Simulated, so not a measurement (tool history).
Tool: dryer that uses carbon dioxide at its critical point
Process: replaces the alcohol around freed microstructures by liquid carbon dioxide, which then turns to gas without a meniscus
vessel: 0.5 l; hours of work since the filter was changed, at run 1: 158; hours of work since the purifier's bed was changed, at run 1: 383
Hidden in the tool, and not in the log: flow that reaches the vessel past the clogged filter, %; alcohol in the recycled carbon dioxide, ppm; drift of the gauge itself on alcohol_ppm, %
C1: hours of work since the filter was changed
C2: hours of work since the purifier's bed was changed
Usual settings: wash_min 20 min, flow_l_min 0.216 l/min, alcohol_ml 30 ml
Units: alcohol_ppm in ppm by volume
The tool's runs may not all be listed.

{"run": 1, "hour": 0.0, "wash_min": 20, "flow_l_min": 0.216, "alcohol_ml": 30, "C1": 158, "C2": 383, "alcohol_ppm": 96}
{"run": 2, "hour": 16.5, "wash_min": 20, "flow_l_min": 0.216, "alcohol_ml": 30, "C1": 169, "C2": 394, "alcohol_ppm": 73}
{"run": 3, "hour": 24.7, "wash_min": 13, "flow_l_min": 0.216, "alcohol_ml": 30, "C1": 174, "C2": 400, "alcohol_ppm": 588}
{"run": 4, "hour": 41.3, "wash_min": 13, "flow_l_min": 0.216, "alcohol_ml": 30, "C1": 186, "C2": 411, "alcohol_ppm": 613}
{"run": 5, "hour": 56.9, "wash_min": 13, "flow_l_min": 0.216, "alcohol_ml": 30, "C1": 196, "C2": 421, "alcohol_ppm": 609}
{"run": 6, "hour": 66.3, "wash_min": 13, "flow_l_min": 0.216, "alcohol_ml": 30, "C1": 202, "C2": 427, "alcohol_ppm": 612}
{"run": 7, "hour": 74.5, "wash_min": 13, "flow_l_min": 0.216, "alcohol_ml": 30, "C1": 208, "C2": 433, "alcohol_ppm": 630}
{"run": 8, "hour": 91.3, "wash_min": 13, "flow_l_min": 0.216, "alcohol_ml": 30, "C1": 219, "C2": 444, "alcohol_ppm": 631}
{"run": 9, "hour": 104.5, "wash_min": 13, "flow_l_min": 0.216, "alcohol_ml": 30, "C1": 227, "C2": 453, "alcohol_ppm": 622}
{"run": 10, "hour": 120.3, "wash_min": 13, "flow_l_min": 0.216, "alcohol_ml": 30, "C1": 238, "C2": 463, "alcohol_ppm": 627}
{"run": 11, "hour": 136.3, "wash_min": 13, "flow_l_min": 0.216, "alcohol_ml": 30, "C1": 249, "C2": 474, "alcohol_ppm": 662}
{"run": 12, "hour": 146.0, "wash_min": 20, "flow_l_min": 0.245, "alcohol_ml": 30, "C1": 255, "C2": 480, "alcohol_ppm": 70}
{"run": 13, "hour": 156.6, "wash_min": 20, "flow_l_min": 0.245, "alcohol_ml": 30, "C1": 262, "C2": 487, "alcohol_ppm": 66}
{"run": 14, "hour": 171.2, "wash_min": 13, "flow_l_min": 0.297, "alcohol_ml": 30, "C1": 272, "C2": 497, "alcohol_ppm": 173}
{"run": 15, "hour": 182.4, "wash_min": 19, "flow_l_min": 0.216, "alcohol_ml": 52, "C1": 279, "C2": 504, "alcohol_ppm": 176}
{"run": 16, "hour": 193.2, "wash_min": 29, "flow_l_min": 0.216, "alcohol_ml": 36, "C1": 286, "C2": 512, "alcohol_ppm": 61}
{"run": 17, "hour": 208.2, "wash_min": 32, "flow_l_min": 0.327, "alcohol_ml": 65, "C1": 296, "C2": 522, "alcohol_ppm": 59}
{"run": 18, "hour": 217.0, "wash_min": 20, "flow_l_min": 0.132, "alcohol_ml": 115, "C1": 302, "C2": 527, "alcohol_ppm": 2831}
{"run": 19, "hour": 229.2, "wash_min": 20, "flow_l_min": 0.132, "alcohol_ml": 115, "C1": 310, "C2": 535, "alcohol_ppm": 2902}
{"run": 20, "hour": 236.9, "wash_min": 20, "flow_l_min": 0.132, "alcohol_ml": 115, "C1": 315, "C2": 541, "alcohol_ppm": 2796}
{"run": 21, "hour": 250.7, "wash_min": 20, "flow_l_min": 0.132, "alcohol_ml": 115, "C1": 324, "C2": 550, "alcohol_ppm": 2850}
{"run": 22, "hour": 260.7, "wash_min": 28, "flow_l_min": 0.16, "alcohol_ml": 28, "C1": 331, "C2": 556, "alcohol_ppm": 96}
{"run": 23, "hour": 277.1, "wash_min": 22, "flow_l_min": 0.174, "alcohol_ml": 45, "C1": 342, "C2": 567, "alcohol_ppm": 231}
{"run": 24, "hour": 293.6, "wash_min": 22, "flow_l_min": 0.174, "alcohol_ml": 45, "C1": 353, "C2": 578, "alcohol_ppm": 233}

Forecast each of these 4 alternatives for the next run:
{"run": "A", "hour": 307.3, "wash_min": 14, "flow_l_min": 0.141, "alcohol_ml": 76, "C1": 362, "C2": 587, "alcohol_ppm": "?"}
{"run": "B", "hour": 307.3, "wash_min": 14, "flow_l_min": 0.216, "alcohol_ml": 73, "C1": 362, "C2": 587, "alcohol_ppm": "?"}
{"run": "C", "hour": 307.3, "wash_min": 24, "flow_l_min": 0.184, "alcohol_ml": 30, "C1": 362, "C2": 587, "alcohol_ppm": "?"}
{"run": "D", "hour": 307.3, "wash_min": 19, "flow_l_min": 0.216, "alcohol_ml": 30, "C1": 362, "C2": 587, "alcohol_ppm": "?"}

run=A alcohol_ppm=5864
run=B alcohol_ppm=1145
run=C alcohol_ppm=99
run=D alcohol_ppm=145
Without the tool's hidden state the same runs would have given:
run=A alcohol_ppm=4796
run=B alcohol_ppm=820
run=C alcohol_ppm=24
run=D alcohol_ppm=63
